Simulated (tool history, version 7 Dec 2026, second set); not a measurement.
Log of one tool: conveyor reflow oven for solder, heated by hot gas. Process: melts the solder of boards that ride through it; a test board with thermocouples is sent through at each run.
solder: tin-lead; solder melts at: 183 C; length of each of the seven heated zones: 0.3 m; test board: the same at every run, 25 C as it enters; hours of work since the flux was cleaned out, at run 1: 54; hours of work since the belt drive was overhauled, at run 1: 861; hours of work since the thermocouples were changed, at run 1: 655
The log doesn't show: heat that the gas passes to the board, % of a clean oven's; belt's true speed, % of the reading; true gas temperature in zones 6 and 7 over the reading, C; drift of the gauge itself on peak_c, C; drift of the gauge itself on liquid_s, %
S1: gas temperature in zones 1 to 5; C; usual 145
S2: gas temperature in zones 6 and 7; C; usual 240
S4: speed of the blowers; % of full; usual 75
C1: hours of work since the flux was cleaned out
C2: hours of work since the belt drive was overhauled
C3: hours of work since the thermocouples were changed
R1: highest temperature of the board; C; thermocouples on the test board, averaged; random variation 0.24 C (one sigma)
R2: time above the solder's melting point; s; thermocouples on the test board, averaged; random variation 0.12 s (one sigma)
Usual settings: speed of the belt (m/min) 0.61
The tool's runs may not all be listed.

Run 1, day 0: usual settings; C1 54; C2 861; C3 655. Result: R1 222 C, R2 49.9 s.
Run 2, day 1.958: usual settings but S1 149 C; C1 76; C2 883; C3 676. Result: R1 222.9 C, R2 51.5 s.
Run 3, day 3.008: usual settings but S1 149 C; C1 87; C2 894; C3 688. Result: R1 222.5 C, R2 51.6 s.
Run 4, day 4.579: usual settings but S1 134 C; C1 104; C2 911; C3 705. Result: R1 220.1 C, R2 45.6 s.
Run 5, day 6.004: usual settings but S1 134 C; C1 120; C2 927; C3 721. Result: R1 219.5 C, R2 45.3 s.
Run 6, day 7.9: usual settings but S1 143 C, S2 231 C, speed of the belt (m/min) 0.705, S4 71 % of full; C1 141; C2 948; C3 742. Result: R1 207.5 C, R2 33.2 s.
Run 7, day 9.771: usual settings but S4 60 % of full; C1 162; C2 969; C3 762. Result: R1 215.7 C, R2 45.7 s.
Run 8, day 11.196: usual settings but speed of the belt (m/min) 0.639, S4 66 % of full; C1 177; C2 984; C3 778. Result: R1 216.5 C, R2 43.9 s.
Run 9, day 13.225: usual settings but speed of the belt (m/min) 0.588; C1 200; C2 1007; C3 800. Result: R1 222.1 C, R2 52.1 s.
Run 10, day 15.067: usual settings but speed of the belt (m/min) 0.588; C1 220; C2 1027; C3 821. Result: R1 222 C, R2 51.8 s.

5 ways to go on from here, each from the tool as it stands after run 10. What would each give?
Run A, day 16.479: usual settings but S2 228 C, speed of the belt (m/min) 0.497, S4 61 % of full; C1 235; C2 1042; C3 836. Result: R1 ?, R2 ?.
Run B, day 16.479: usual settings but speed of the belt (m/min) 0.525, S4 64 % of full; C1 235; C2 1042; C3 836. Result: R1 ?, R2 ?.
Run C, day 16.479: usual settings but speed of the belt (m/min) 0.607, S4 60 % of full; C1 235; C2 1042; C3 836. Result: R1 ?, R2 ?.
Run D, day 16.479: usual settings but S1 144 C, speed of the belt (m/min) 0.525, S4 54 % of full; C1 235; C2 1042; C3 836. Result: R1 ?, R2 ?.
Run E, day 16.479: usual settings but S2 242 C, speed of the belt (m/min) 0.509; C1 235; C2 1042; C3 836. Result: R1 ?, R2 ?.

run     R1    R2
  A  212.5  54.9
  B  222.2  58.4
  C  215.8  46.1
  D  218.4    55
  E  228.1  64.1
Without the tool's hidden state the same runs would have given:
run     R1    R2
  A  214.4  54.9
  B  224.2  57.9
  C  217.6    46
  D  220.1  54.6
  E  230.3  63.3
